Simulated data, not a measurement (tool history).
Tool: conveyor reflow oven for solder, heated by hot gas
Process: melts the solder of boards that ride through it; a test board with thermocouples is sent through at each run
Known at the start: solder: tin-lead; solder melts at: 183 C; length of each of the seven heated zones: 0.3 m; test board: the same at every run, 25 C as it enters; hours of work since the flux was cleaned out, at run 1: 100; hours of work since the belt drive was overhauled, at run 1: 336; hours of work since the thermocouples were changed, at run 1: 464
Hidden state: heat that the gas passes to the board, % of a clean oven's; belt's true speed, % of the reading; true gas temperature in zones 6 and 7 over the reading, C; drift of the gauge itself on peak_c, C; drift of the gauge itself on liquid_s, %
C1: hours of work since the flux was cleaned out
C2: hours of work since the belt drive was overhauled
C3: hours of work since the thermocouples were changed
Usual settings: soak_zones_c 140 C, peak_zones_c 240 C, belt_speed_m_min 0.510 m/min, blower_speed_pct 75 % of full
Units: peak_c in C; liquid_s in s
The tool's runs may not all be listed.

run 1 day=0.000 | soak_zones_c=140 peak_zones_c=240 belt_speed_m_min=0.510 blower_speed_pct=75 | C1=100 C2=336 C3=464 | peak_c=226.2 liquid_s=59.6
run 2 day=0.825 | soak_zones_c=140 peak_zones_c=240 belt_speed_m_min=0.510 blower_speed_pct=75 | C1=108 C2=345 C3=473 | peak_c=225.9 liquid_s=59.6
run 3 day=1.633 | soak_zones_c=140 peak_zones_c=238 belt_speed_m_min=0.510 blower_speed_pct=75 | C1=117 C2=353 C3=481 | peak_c=224.2 liquid_s=58.5
run 4 day=2.312 | soak_zones_c=140 peak_zones_c=240 belt_speed_m_min=0.510 blower_speed_pct=75 | C1=123 C2=359 C3=488 | peak_c=225.2 liquid_s=59.8
run 5 day=3.025 | soak_zones_c=140 peak_zones_c=240 belt_speed_m_min=0.510 blower_speed_pct=75 | C1=130 C2=367 C3=495 | peak_c=225.5 liquid_s=59.6
run 6 day=3.688 | soak_zones_c=140 peak_zones_c=240 belt_speed_m_min=0.510 blower_speed_pct=75 | C1=137 C2=373 C3=501 | peak_c=225.5 liquid_s=59.4
run 7 day=4.517 | soak_zones_c=140 peak_zones_c=240 belt_speed_m_min=0.510 blower_speed_pct=75 | C1=145 C2=381 C3=510 | peak_c=225.6 liquid_s=59.8
run 8 day=4.917 | soak_zones_c=140 peak_zones_c=240 belt_speed_m_min=0.510 blower_speed_pct=75 | C1=149 C2=385 C3=514 | peak_c=225.9 liquid_s=59.6
run 9 day=5.471 | soak_zones_c=140 peak_zones_c=240 belt_speed_m_min=0.510 blower_speed_pct=75 | C1=155 C2=391 C3=519 | peak_c=225.6 liquid_s=59.5
run 10 day=6.192 | soak_zones_c=140 peak_zones_c=240 belt_speed_m_min=0.510 blower_speed_pct=75 | C1=162 C2=398 C3=526 | peak_c=225.7 liquid_s=59.7
run 11 day=6.733 | soak_zones_c=140 peak_zones_c=240 belt_speed_m_min=0.510 blower_speed_pct=75 | C1=168 C2=404 C3=532 | peak_c=225.8 liquid_s=59.8
run 12 day=7.404 | soak_zones_c=140 peak_zones_c=240 belt_speed_m_min=0.511 blower_speed_pct=75 | C1=174 C2=410 C3=538 | peak_c=225.3 liquid_s=59.4
run 13 day=7.917 | soak_zones_c=140 peak_zones_c=240 belt_speed_m_min=0.510 blower_speed_pct=75 | C1=179 C2=415 C3=544 | peak_c=225.6 liquid_s=59.8
run 14 day=8.642 | soak_zones_c=140 peak_zones_c=240 belt_speed_m_min=0.510 blower_speed_pct=81 | C1=187 C2=423 C3=551 | peak_c=227.0 liquid_s=60.8
run 15 day=9.342 | soak_zones_c=140 peak_zones_c=240 belt_speed_m_min=0.510 blower_speed_pct=75 | C1=194 C2=430 C3=558 | peak_c=225.7 liquid_s=59.4
run 16 day=10.038 | soak_zones_c=140 peak_zones_c=240 belt_speed_m_min=0.510 blower_speed_pct=75 | C1=201 C2=437 C3=565 | peak_c=225.8 liquid_s=59.8
run 17 day=10.458 | soak_zones_c=140 peak_zones_c=240 belt_speed_m_min=0.475 blower_speed_pct=75 | C1=205 C2=441 C3=569 | peak_c=227.3 liquid_s=65.1
run 18 day=10.896 | soak_zones_c=140 peak_zones_c=240 belt_speed_m_min=0.475 blower_speed_pct=75 | C1=209 C2=445 C3=573 | peak_c=227.1 liquid_s=65.0
run 19 day=11.542 | soak_zones_c=131 peak_zones_c=240 belt_speed_m_min=0.510 blower_speed_pct=59 | C1=216 C2=452 C3=580 | peak_c=218.7 liquid_s=52.1
run 20 day=11.942 | soak_zones_c=140 peak_zones_c=235 belt_speed_m_min=0.510 blower_speed_pct=71 | C1=220 C2=456 C3=584 | peak_c=219.4 liquid_s=56.0
run 21 day=12.567 | soak_zones_c=140 peak_zones_c=235 belt_speed_m_min=0.510 blower_speed_pct=71 | C1=226 C2=462 C3=590 | peak_c=219.3 liquid_s=56.5
run 22 day=13.033 | soak_zones_c=140 peak_zones_c=239 belt_speed_m_min=0.510 blower_speed_pct=83 | C1=231 C2=467 C3=595 | peak_c=226.1 liquid_s=60.4
run 23 day=13.767 | soak_zones_c=140 peak_zones_c=239 belt_speed_m_min=0.510 blower_speed_pct=83 | C1=238 C2=474 C3=602 | peak_c=226.2 liquid_s=60.3
run 24 day=14.342 | soak_zones_c=140 peak_zones_c=229 belt_speed_m_min=0.544 blower_speed_pct=83 | C1=244 C2=480 C3=608 | peak_c=215.6 liquid_s=50.3
run 25 day=14.946 | soak_zones_c=140 peak_zones_c=240 belt_speed_m_min=0.431 blower_speed_pct=75 | C1=250 C2=486 C3=614 | peak_c=229.5 liquid_s=73.6
run 26 day=15.808 | soak_zones_c=140 peak_zones_c=238 belt_speed_m_min=0.478 blower_speed_pct=75 | C1=258 C2=494 C3=623 | peak_c=224.9 liquid_s=64.8
run 27 day=16.254 | soak_zones_c=128 peak_zones_c=238 belt_speed_m_min=0.478 blower_speed_pct=75 | C1=263 C2=499 C3=627 | peak_c=223.4 liquid_s=59.7
run 28 day=16.779 | soak_zones_c=137 peak_zones_c=240 belt_speed_m_min=0.514 blower_speed_pct=81 | C1=268 C2=504 C3=632 | peak_c=226.1 liquid_s=58.4
run 29 day=17.142 | soak_zones_c=153 peak_zones_c=248 belt_speed_m_min=0.574 blower_speed_pct=62 | C1=272 C2=508 C3=636 | peak_c=226.5 liquid_s=57.0
run 30 day=17.883 | soak_zones_c=145 peak_zones_c=228 belt_speed_m_min=0.510 blower_speed_pct=75 | C1=279 C2=515 C3=643 | peak_c=215.1 liquid_s=55.6

Forecast each of these 5 alternatives for the next run:
run A day=18.562 | soak_zones_c=129 peak_zones_c=253 belt_speed_m_min=0.510 blower_speed_pct=75 | C1=286 C2=522 C3=650 | peak_c=? liquid_s=?
run B day=18.562 | soak_zones_c=128 peak_zones_c=240 belt_speed_m_min=0.510 blower_speed_pct=75 | C1=286 C2=522 C3=650 | peak_c=? liquid_s=?
run C day=18.562 | soak_zones_c=148 peak_zones_c=244 belt_speed_m_min=0.510 blower_speed_pct=68 | C1=286 C2=522 C3=650 | peak_c=? liquid_s=?
run D day=18.562 | soak_zones_c=149 peak_zones_c=235 belt_speed_m_min=0.600 blower_speed_pct=75 | C1=286 C2=522 C3=650 | peak_c=? liquid_s=?
run E day=18.562 | soak_zones_c=145 peak_zones_c=228 belt_speed_m_min=0.510 blower_speed_pct=63 | C1=286 C2=522 C3=650 | peak_c=? liquid_s=?

run=A peak_c=235.3 liquid_s=61.5
run=B peak_c=223.7 liquid_s=55.1
run=C peak_c=227.9 liquid_s=63.3
run=D peak_c=217.5 liquid_s=49.0
run=E peak_c=211.9 liquid_s=52.3
Without the tool's hidden state the same runs would have given:
run=A peak_c=237.0 liquid_s=61.4
run=B peak_c=225.3 liquid_s=55.4
run=C peak_c=229.4 liquid_s=63.1
run=D peak_c=219.0 liquid_s=49.2
run=E peak_c=213.3 liquid_s=52.7
